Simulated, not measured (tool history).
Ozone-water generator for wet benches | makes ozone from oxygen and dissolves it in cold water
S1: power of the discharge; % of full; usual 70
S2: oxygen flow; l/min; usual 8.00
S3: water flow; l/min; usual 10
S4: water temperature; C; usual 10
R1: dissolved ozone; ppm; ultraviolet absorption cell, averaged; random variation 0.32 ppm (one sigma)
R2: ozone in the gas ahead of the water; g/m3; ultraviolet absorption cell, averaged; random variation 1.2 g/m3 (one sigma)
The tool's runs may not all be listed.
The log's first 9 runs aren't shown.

run 10 hour=334.8 | S1=70 S2=8.00 S3=10 S4=10 | R1=44.0 R2=211.7
run 11 hour=370.7 | S1=70 S2=8.00 S3=10 S4=10 | R1=44.3 R2=211.7
run 12 hour=398.8 | S1=70 S2=8.00 S3=10 S4=10 | R1=44.2 R2=212.0
run 13 hour=427.4 | S1=70 S2=8.00 S3=10 S4=10 | R1=43.8 R2=209.9
run 14 hour=477.6 | S1=70 S2=8.00 S3=10 S4=10 | R1=43.9 R2=209.8
-- hour=484.7 contactor cleaned
run 15 hour=521.4 | S1=49 S2=8.00 S3=10 S4=10 | R1=32.0 R2=158.2
run 16 hour=566.6 | S1=58 S2=8.00 S3=10 S4=10 | R1=36.1 R2=180.2
run 17 hour=590.6 | S1=58 S2=8.00 S3=13 S4=10 | R1=30.9 R2=181.3
run 18 hour=637.1 | S1=66 S2=10.49 S3=13 S4=10 | R1=32.8 R2=173.6
run 19 hour=687.0 | S1=66 S2=10.49 S3=13 S4=10 | R1=32.7 R2=174.7
run 20 hour=739.9 | S1=66 S2=10.49 S3=13 S4=10 | R1=32.7 R2=173.9
-- hour=774.8 contactor cleaned, once more
run 21 hour=790.4 | S1=92 S2=8.00 S3=13 S4=10 | R1=49.7 R2=255.2
run 22 hour=842.2 | S1=53 S2=9.21 S3=13 S4=10 | R1=32.7 R2=155.6

Forecast run 23:
run 23 hour=888.4 | S1=53 S2=9.21 S3=13 S4=10 | R1=? R2=?

Run 23 gave R1 32.2 ppm, R2 155.4 g/m3.
Without the tool's hidden state the same run would have given R1 34.8 ppm, R2 165.7 g/m3.

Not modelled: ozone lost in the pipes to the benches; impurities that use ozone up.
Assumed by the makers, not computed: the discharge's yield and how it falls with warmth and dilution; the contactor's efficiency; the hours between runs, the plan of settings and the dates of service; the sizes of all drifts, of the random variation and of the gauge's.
